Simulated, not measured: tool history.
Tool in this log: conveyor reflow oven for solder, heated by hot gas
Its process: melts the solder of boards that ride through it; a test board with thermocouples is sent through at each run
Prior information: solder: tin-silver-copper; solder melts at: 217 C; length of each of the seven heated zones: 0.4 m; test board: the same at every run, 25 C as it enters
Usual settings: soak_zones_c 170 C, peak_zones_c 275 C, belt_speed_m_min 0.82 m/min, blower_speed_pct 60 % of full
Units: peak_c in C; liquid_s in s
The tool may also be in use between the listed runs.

Run 1, hour 0: usual settings. Result: peak_c 245.7 C, liquid_s 36 s.
Run 2, hour 50.4: usual settings. Result: peak_c 245.1 C, liquid_s 36.2 s.
Run 3, hour 100.1: usual settings. Result: peak_c 244.5 C, liquid_s 35.5 s.
Run 4, hour 158.8: usual settings. Result: peak_c 244.4 C, liquid_s 34.7 s.
At hour 195.9: flux residue cleaned out of gas plates and filters.
Run 5, hour 228.2: usual settings but peak_zones_c 276 C. Result: peak_c 242.4 C, liquid_s 33.7 s.
Run 6, hour 271: usual settings but peak_zones_c 276 C. Result: peak_c 242.5 C, liquid_s 32.9 s.
At hour 323.3: belt drive overhauled, speed set with a stopwatch.
Run 7, hour 329.9: usual settings. Result: peak_c 241.3 C, liquid_s 32.1 s.
Run 8, hour 365.7: usual settings. Result: peak_c 239.6 C, liquid_s 31.3 s.
Run 9, hour 421.2: usual settings but blower_speed_pct 75 % of full. Result: peak_c 245.1 C, liquid_s 36 s.
Run 10, hour 466.4: usual settings but soak_zones_c 176 C, peak_zones_c 285 C, belt_speed_m_min 0.717 m/min, blower_speed_pct 68 % of full. Result: peak_c 258.2 C, liquid_s 53.8 s.
Run 11, hour 512.1: usual settings but soak_zones_c 176 C, peak_zones_c 285 C, belt_speed_m_min 0.717 m/min, blower_speed_pct 68 % of full. Result: peak_c 257.2 C, liquid_s 52.7 s.
At hour 528.7: flux residue cleaned out of gas plates and filters, once more.
Run 12, hour 582.2: usual settings but soak_zones_c 176 C, peak_zones_c 285 C, belt_speed_m_min 0.717 m/min, blower_speed_pct 68 % of full. Result: peak_c 262.5 C, liquid_s 56.7 s.
Run 13, hour 621.1: usual settings but soak_zones_c 176 C, peak_zones_c 281 C, belt_speed_m_min 0.717 m/min, blower_speed_pct 68 % of full. Result: peak_c 260.3 C, liquid_s 54.7 s.
Run 14, hour 670.7: usual settings but soak_zones_c 176 C, peak_zones_c 281 C, belt_speed_m_min 0.717 m/min, blower_speed_pct 68 % of full. Result: peak_c 259 C, liquid_s 53.6 s.
Run 15, hour 721.4: usual settings but peak_zones_c 271 C. Result: peak_c 241.9 C, liquid_s 33.2 s.

4 ways to go on from here, each from the tool as it stands after run 15. What would each give?
Run A, hour 774: usual settings but soak_zones_c 160 C, peak_zones_c 285 C, blower_speed_pct 61 % of full. Result: peak_c ?, liquid_s ?.
Run B, hour 774: usual settings but soak_zones_c 167 C, peak_zones_c 271 C, belt_speed_m_min 0.756 m/min, blower_speed_pct 69 % of full. Result: peak_c ?, liquid_s ?.
Run C, hour 774: usual settings but belt_speed_m_min 0.753 m/min. Result: peak_c ?, liquid_s ?.
Run D, hour 774: usual settings but soak_zones_c 161 C, peak_zones_c 276 C. Result: peak_c ?, liquid_s ?.

run  peak_c  liquid_s
  A   249.8      36.4
  B   246.5      40.2
  C   248.4      42.1
  D   243.1      31.6
The same runs, with their run-to-run variation unchanged, on a tool lacking any hidden condition would have given:
run  peak_c  liquid_s
  A   252.2        38
  B   248.7      41.9
  C   250.5      43.7
  D   245.3      33.5
